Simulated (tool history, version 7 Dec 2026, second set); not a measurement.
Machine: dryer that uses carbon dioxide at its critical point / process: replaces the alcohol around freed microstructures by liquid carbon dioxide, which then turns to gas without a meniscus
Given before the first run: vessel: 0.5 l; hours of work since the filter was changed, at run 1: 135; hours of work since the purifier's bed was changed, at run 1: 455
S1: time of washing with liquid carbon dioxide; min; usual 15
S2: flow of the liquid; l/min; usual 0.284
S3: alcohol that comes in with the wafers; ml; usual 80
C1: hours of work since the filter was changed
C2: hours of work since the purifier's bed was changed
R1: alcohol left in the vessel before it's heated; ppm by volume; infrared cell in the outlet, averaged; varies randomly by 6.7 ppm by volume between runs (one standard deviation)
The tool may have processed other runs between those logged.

run,hour,S1,S2,S3,C1,C2,R1
1,0.0,15,0.284,80,135,455,558
2,23.7,15,0.284,80,142,463,561
# hour 62.3: inlet filter changed
3,63.6,15,0.284,80,0,475,379
4,86.1,15,0.198,80,7,482,2069
5,109.0,15,0.198,80,14,489,2138
6,127.5,15,0.284,80,20,495,408
7,150.9,15,0.284,80,27,502,422
8,173.7,15,0.284,80,34,509,430
9,201.5,15,0.284,80,43,517,426
10,237.1,15,0.187,80,54,528,2826
11,260.9,15,0.284,72,61,536,411
12,290.6,15,0.284,29,71,545,241
13,326.7,15,0.284,29,82,556,242
14,347.5,15,0.284,29,88,563,245
15,369.2,15,0.284,29,95,569,258
16,388.3,15,0.284,80,101,575,507
17,412.0,15,0.284,80,108,583,533
18,446.3,12,0.284,80,119,593,1498
19,472.4,15,0.284,80,127,601,565
20,497.7,15,0.284,80,135,609,565
21,528.0,16,0.284,80,144,618,422
# hour 563.3: inlet filter changed
22,564.0,17,0.444,35,0,629,119
23,592.1,14,0.375,93,9,638,206
24,617.1,15,0.270,45,17,646,367
25,641.0,15,0.204,35,24,653,950
26,667.0,23,0.284,80,32,661,133
27,691.6,23,0.284,80,40,669,139
28,729.1,10,0.293,80,51,680,2482
29,761.7,10,0.264,25,61,690,1314
30,788.7,10,0.264,25,70,699,1322
31,831.1,11,0.199,70,83,712,6549
32,850.6,15,0.375,24,89,718,160
33,871.8,15,0.375,24,95,724,158
34,916.3,15,0.301,105,109,738,525
35,938.3,15,0.354,24,116,745,165
36,961.1,13,0.174,24,123,752,2175
37,991.6,13,0.174,24,132,762,2285
38,1012.7,11,0.174,28,139,768,4197
39,1040.1,11,0.174,28,147,777,4373
# hour 1062.0: inlet filter changed
40,1081.1,15,0.284,116,6,789,583
41,1115.4,15,0.284,116,17,800,583

3 ways to go on from here, each from the tool as it stands after run 41. What would each give?
A,1134.6,14,0.363,39,22,805,?
B,1134.6,15,0.284,54,22,805,?
C,1134.6,16,0.173,80,22,805,?

run,R1
A,204
B,368
C,2967
The same runs, with their run-to-run variation unchanged, on a tool lacking any hidden condition would have given:
run,R1
A,51
B,201
C,2688
